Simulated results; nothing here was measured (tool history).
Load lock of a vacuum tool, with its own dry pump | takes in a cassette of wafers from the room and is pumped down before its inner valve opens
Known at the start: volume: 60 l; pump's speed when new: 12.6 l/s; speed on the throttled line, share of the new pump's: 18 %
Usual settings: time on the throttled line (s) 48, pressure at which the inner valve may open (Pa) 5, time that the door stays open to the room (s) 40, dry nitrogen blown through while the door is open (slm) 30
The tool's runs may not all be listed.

run	hour	time on the throttled line (s)	pressure at which the inner valve may open (Pa)	time that the door stays open to the room (s)	dry nitrogen blown through while the door is open (slm)	incoming humidity of the room's air, %	time from the closed door until the inner valve may open (s)	rise of the pressure with all valves shut (Pa/min)
1	0	48	5	40	30	42.5	87.6	0.017
2	86.5	48	5	40	30	44.8	86.7	0.012
3	183.2	48	5	40	30	49.3	87.5	0.02
4	283.2	68	5	40	30	48	103.9	0.022
5	340.4	68	5	40	30	45.2	102.9	0.013
6	392	68	5	40	30	44.1	103.3	0.021
7	435.3	48	9	40	30	43.1	83.8	0.017
8	475.9	48	9	40	30	42	84	0.015
9	537.2	63	9	40	30	44.6	96.5	0.023
10	580.8	51	9	40	30	48.2	87.7	0.02
11	673.2	51	9	40	30	44	87.5	0.021
12	716.1	48	5	40	23	47.6	87.4	0.025
13	807	48	5	40	30	46.8	87.6	0.021
14	876.4	48	5	40	30	44.2	86.5	0.014
15	974.7	48	5	40	30	46.1	87.3	0.022
16	1025.9	48	5	40	30	44.6	86.4	0.015
17	1095.1	48	5	40	30	45.4	87.2	0.02
18	1164	48	5	40	8	47.6	87.4	0.027
19	1228.2	48	5	40	8	45.3	86.3	0.03
20	1315.5	60	5	61	15	46.8	97.7	0.027
21	1368.1	62	6	40	9	44.2	98.2	0.026
22	1443.2	70	9	40	8	41.5	103	0.023
23	1541	70	9	40	8	42.8	102.8	0.03
24	1628.1	25	5	40	30	47.6	68.6	0.017
25	1710	25	5	60	4	42.8	68.7	0.036
26	1756.3	28	5	63	4	45.6	70.4	0.035
27	1830.4	61	5	202	30	42.7	99.2	0.034
28	1912.6	61	9	195	9	46.6	95.2	0.042
29	1963.8	53	5	72	14	48	90.6	0.028
30	2012.8	56	9	191	30	47.4	91.4	0.029
31	2072.1	56	9	191	30	42.9	91.4	0.021
32	2124.6	56	9	191	30	45.8	91.1	0.029
33	2205	48	9	40	30	46	84.5	0.018

The next listed run, before its measurement:
34	2271.3	70	7	27	5	42.9	?	?

Run 34 gave time from the closed door until the inner valve may open (s) 104, rise of the pressure with all valves shut (Pa/min) 0.019.
Without the tool's hidden state the same run would have given time from the closed door until the inner valve may open (s) 104, rise of the pressure with all valves shut (Pa/min) 0.019.
